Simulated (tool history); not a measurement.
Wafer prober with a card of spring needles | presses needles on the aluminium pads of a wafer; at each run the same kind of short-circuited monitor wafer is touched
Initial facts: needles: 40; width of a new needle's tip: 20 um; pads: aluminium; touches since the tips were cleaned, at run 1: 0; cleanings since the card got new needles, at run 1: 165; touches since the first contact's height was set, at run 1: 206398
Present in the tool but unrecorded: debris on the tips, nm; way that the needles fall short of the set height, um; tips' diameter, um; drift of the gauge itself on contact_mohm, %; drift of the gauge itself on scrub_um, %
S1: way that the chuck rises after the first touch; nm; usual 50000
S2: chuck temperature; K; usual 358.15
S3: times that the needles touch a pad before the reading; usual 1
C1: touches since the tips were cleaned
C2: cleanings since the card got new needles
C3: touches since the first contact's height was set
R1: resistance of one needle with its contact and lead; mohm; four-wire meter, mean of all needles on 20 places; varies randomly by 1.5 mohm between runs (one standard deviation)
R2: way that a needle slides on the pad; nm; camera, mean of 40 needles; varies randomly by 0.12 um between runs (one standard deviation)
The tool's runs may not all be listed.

Run 1, hour 0: usual settings; C1 0; C2 165; C3 206398. Result: R1 190 mohm, R2 10980 nm.
At hour 10.3: tips cleaned on abrasive film.
At hour 20.5: tips cleaned on abrasive film.
At hour 33.3: tips cleaned on abrasive film.
At hour 45.3: card fitted with new needles.
Run 2, hour 46.9: usual settings; C1 394; C2 0; C3 394. Result: R1 186 mohm, R2 13170 nm.
At hour 57.2: tips cleaned on abrasive film.
At hour 67.5: tips cleaned on abrasive film.
At hour 77.7: tips cleaned on abrasive film.
At hour 88: tips cleaned on abrasive film.
At hour 100.8: tips cleaned on abrasive film.
Run 3, hour 103.7: usual settings; C1 713; C2 5; C3 14253. Result: R1 224 mohm, R2 13140 nm.
At hour 111.5: tips cleaned on abrasive film.
At hour 124.3: tips cleaned on abrasive film.
At hour 134.5: tips cleaned on abrasive film.
Run 4, hour 137.5: usual settings but S3 3; C1 721; C2 8; C3 22488. Result: R1 170 mohm, R2 13000 nm.
At hour 145.2: tips cleaned on abrasive film.
At hour 155.4: tips cleaned on abrasive film.
At hour 165.7: tips cleaned on abrasive film.
At hour 176.5: tips cleaned on abrasive film.
Run 5, hour 176.5: usual settings; C1 0; C2 12; C3 32004. Result: R1 167 mohm, R2 12650 nm.
At hour 189.3: tips cleaned on abrasive film.
At hour 199.6: tips cleaned on abrasive film.
At hour 212.4: tips cleaned on abrasive film.
At hour 222.6: tips cleaned on abrasive film.
Run 6, hour 228.7: usual settings; C1 1489; C2 16; C3 44757. Result: R1 267 mohm, R2 12620 nm.
At hour 233.9: tips cleaned on abrasive film.
At hour 246.7: tips cleaned on abrasive film.
At hour 256.9: tips cleaned on abrasive film.
At hour 267.2: tips cleaned on abrasive film.
At hour 272.4: tips cleaned on abrasive film, once more.
At hour 282.7: tips cleaned on abrasive film.
Run 7, hour 286.3: usual settings; C1 910; C2 22; C3 58812. Result: R1 237 mohm, R2 12330 nm.
At hour 294.1: tips cleaned on abrasive film.
At hour 304.3: tips cleaned on abrasive film.
At hour 314.6: tips cleaned on abrasive film.
At hour 324.9: tips cleaned on abrasive film.
Run 8, hour 326.4: usual settings; C1 363; C2 26; C3 68566. Result: R1 204 mohm, R2 12480 nm.
At hour 336.6: tips cleaned on abrasive film.
At hour 349.4: tips cleaned on abrasive film.
At hour 362.2: tips cleaned on abrasive film.
At hour 375: tips cleaned on abrasive film.
Run 9, hour 376.4: usual settings; C1 332; C2 30; C3 80792. Result: R1 203 mohm, R2 12170 nm.
At hour 386.7: tips cleaned on abrasive film.
At hour 396.9: tips cleaned on abrasive film.
At hour 407.2: tips cleaned on abrasive film.
Run 10, hour 407.7: usual settings; C1 114; C2 33; C3 88418. Result: R1 180 mohm, R2 12170 nm.
At hour 417.9: tips cleaned on abrasive film.
At hour 428.2: tips cleaned on abrasive film.
At hour 438.5: tips cleaned on abrasive film.
At hour 448.7: tips cleaned on abrasive film.
At hour 461.5: tips cleaned on abrasive film.
At hour 474.3: tips cleaned on abrasive film.
Run 11, hour 482.2: usual settings; C1 1945; C2 39; C3 106637. Result: R1 321 mohm, R2 11710 nm.
At hour 484.9: tips cleaned on abrasive film.
At hour 495.1: tips cleaned on abrasive film.
At hour 505.4: tips cleaned on abrasive film.
At hour 515.7: tips cleaned on abrasive film.
At hour 525.9: tips cleaned on abrasive film.
Run 12, hour 529.8: usual settings; C1 943; C2 44; C3 118221. Result: R1 260 mohm, R2 11680 nm.
At hour 537.5: tips cleaned on abrasive film.
At hour 547.8: tips cleaned on abrasive film.
At hour 560.6: tips cleaned on abrasive film.
At hour 570.8: tips cleaned on abrasive film.
At hour 581.1: tips cleaned on abrasive film.
Run 13, hour 587: usual settings but S1 46000 nm; C1 1437; C2 49; C3 132179. Result: R1 351 mohm, R2 10470 nm.
At hour 592.1: tips cleaned on abrasive film.
At hour 602.4: tips cleaned on abrasive film.
At hour 612.7: tips cleaned on abrasive film.
At hour 625.5: tips cleaned on abrasive film.
At hour 638.3: tips cleaned on abrasive film.
At hour 648.6: tips cleaned on abrasive film.
Run 14, hour 650.2: usual settings but S1 46000 nm; C1 398; C2 55; C3 147604. Result: R1 235 mohm, R2 10360 nm.
At hour 660.5: tips cleaned on abrasive film.
At hour 670.7: tips cleaned on abrasive film.
At hour 681: tips cleaned on abrasive film.
At hour 691.3: tips cleaned on abrasive film.
At hour 701.5: tips cleaned on abrasive film.
At hour 711.8: tips cleaned on abrasive film.
Run 15, hour 719.2: usual settings but S1 46000 nm; C1 1836; C2 61; C3 164465. Result: R1 382 mohm, R2 10000 nm.
At hour 724.4: tips cleaned on abrasive film.
At hour 734.7: tips cleaned on abrasive film.
At hour 745: tips cleaned on abrasive film.
At hour 757.8: tips cleaned on abrasive film.
At hour 768: tips cleaned on abrasive film.
Run 16, hour 773.9: usual settings but S1 46000 nm; C1 1436; C2 66; C3 177795. Result: R1 345 mohm, R2 10170 nm.
At hour 779.1: tips cleaned on abrasive film.
At hour 789.3: tips cleaned on abrasive film.
At hour 799.6: tips cleaned on abrasive film.
At hour 809.9: tips cleaned on abrasive film.
Run 17, hour 815: usual settings but S1 46000 nm; C1 1264; C2 70; C3 187822. Result: R1 379 mohm, R2 9950 nm.
At hour 820.3: tips cleaned on abrasive film.
At hour 833.1: tips cleaned on abrasive film.
At hour 843.4: tips cleaned on abrasive film.
At hour 853.6: tips cleaned on abrasive film.
At hour 863.9: tips cleaned on abrasive film.
Run 18, hour 870.8: usual settings but S1 46000 nm; C1 1706; C2 75; C3 201450. Result: R1 417 mohm, R2 9870 nm.
At hour 876: tips cleaned on abrasive film.
At hour 886.3: tips cleaned on abrasive film.
At hour 896.5: tips cleaned on abrasive film.
At hour 909.4: tips cleaned on abrasive film.
At hour 919.6: tips cleaned on abrasive film.
At hour 932.4: tips cleaned on abrasive film.
At hour 942.7: tips cleaned on abrasive film.
Run 19, hour 945.7: usual settings but S1 60000 nm; C1 743; C2 82; C3 219721. Result: R1 242 mohm, R2 13190 nm.
At hour 953.4: tips cleaned on abrasive film.
At hour 963.7: tips cleaned on abrasive film.
At hour 974: tips cleaned on abrasive film.
At hour 984.2: tips cleaned on abrasive film.
Run 20, hour 989.5: usual settings but S1 31000 nm, S2 388.15 K, S3 2; C1 1293; C2 86; C3 230403. Result: R1 552 mohm, R2 5400 nm.
At hour 994.7: tips cleaned on abrasive film.
At hour 1005: tips cleaned on abrasive film.
At hour 1017.8: tips cleaned on abrasive film.
At hour 1018.1: height of the first contact set anew.
At hour 1028.3: tips cleaned on abrasive film.
Run 21, hour 1037.2: usual settings but S1 31000 nm, S2 343.15 K, S3 2; C1 2177; C2 90; C3 4681. Result: R1 424 mohm, R2 8150 nm.
At hour 1039.8: tips cleaned on abrasive film.
At hour 1050.1: tips cleaned on abrasive film.
At hour 1060.3: tips cleaned on abrasive film.
At hour 1070.6: tips cleaned on abrasive film.
At hour 1083.4: tips cleaned on abrasive film.
At hour 1093.7: tips cleaned on abrasive film.
At hour 1104: tips cleaned on abrasive film.
Run 22, hour 1111.9: usual settings but S1 31000 nm, S2 343.15 K, S3 2; C1 1965; C2 97; C3 22922. Result: R1 422 mohm, R2 8120 nm.
At hour 1114.6: tips cleaned on abrasive film.
At hour 1124.8: tips cleaned on abrasive film.
At hour 1135.1: tips cleaned on abrasive film.
At hour 1147.9: tips cleaned on abrasive film.
At hour 1160.7: tips cleaned on abrasive film.
Run 23, hour 1161.8: usual settings but S1 31000 nm, S2 343.15 K, S3 2; C1 257; C2 102; C3 35071. Result: R1 245 mohm, R2 7830 nm.
At hour 1172: tips cleaned on abrasive film.
At hour 1182.3: tips cleaned on abrasive film.
At hour 1195.1: tips cleaned on abrasive film.
At hour 1205.4: tips cleaned on abrasive film.
At hour 1215.7: tips cleaned on abrasive film.
At hour 1227.4: tips cleaned on abrasive film.
Run 24, hour 1227.4: usual settings but S2 318.15 K; C1 0; C2 108; C3 51074. Result: R1 169 mohm, R2 12360 nm.

Forecast each of these 4 alternatives for the next run:
At hour 1237.6: tips cleaned on abrasive film.
At hour 1250.4: tips cleaned on abrasive film.
At hour 1260.7: tips cleaned on abrasive film.
At hour 1271: tips cleaned on abrasive film.
At hour 1281.2: tips cleaned on abrasive film.
At hour 1291.5: tips cleaned on abrasive film.
At hour 1301.8: tips cleaned on abrasive film.
Run A, hour 1301.8: usual settings but S1 33000 nm, S2 333.15 K; C1 17; C2 115; C3 69246. Result: R1 ?, R2 ?.
At hour 1237.6: tips cleaned on abrasive film.
At hour 1250.4: tips cleaned on abrasive film.
At hour 1260.7: tips cleaned on abrasive film.
At hour 1271: tips cleaned on abrasive film.
At hour 1281.2: tips cleaned on abrasive film.
At hour 1291.5: tips cleaned on abrasive film.
At hour 1301.8: tips cleaned on abrasive film.
Run B, hour 1301.8: usual settings but S1 60000 nm, S2 302.15 K; C1 17; C2 115; C3 69246. Result: R1 ?, R2 ?.
At hour 1237.6: tips cleaned on abrasive film.
At hour 1250.4: tips cleaned on abrasive film.
At hour 1260.7: tips cleaned on abrasive film.
At hour 1271: tips cleaned on abrasive film.
At hour 1281.2: tips cleaned on abrasive film.
At hour 1291.5: tips cleaned on abrasive film.
At hour 1301.8: tips cleaned on abrasive film.
Run C, hour 1301.8: usual settings but S2 318.15 K, S3 2; C1 17; C2 115; C3 69246. Result: R1 ?, R2 ?.
At hour 1237.6: tips cleaned on abrasive film.
At hour 1250.4: tips cleaned on abrasive film.
At hour 1260.7: tips cleaned on abrasive film.
At hour 1271: tips cleaned on abrasive film.
At hour 1281.2: tips cleaned on abrasive film.
At hour 1291.5: tips cleaned on abrasive film.
At hour 1301.8: tips cleaned on abrasive film.
Run D, hour 1301.8: usual settings but S2 375.15 K; C1 17; C2 115; C3 69246. Result: R1 ?, R2 ?.

run   R1     R2
  A  194   7900
  B  147  15050
  C  155  12210
  D  170  12370
Had the tool no hidden state, the same runs would have come out as:
run   R1     R2
  A  151   8760
  B  133  15900
  C  142  13070
  D  151  13220
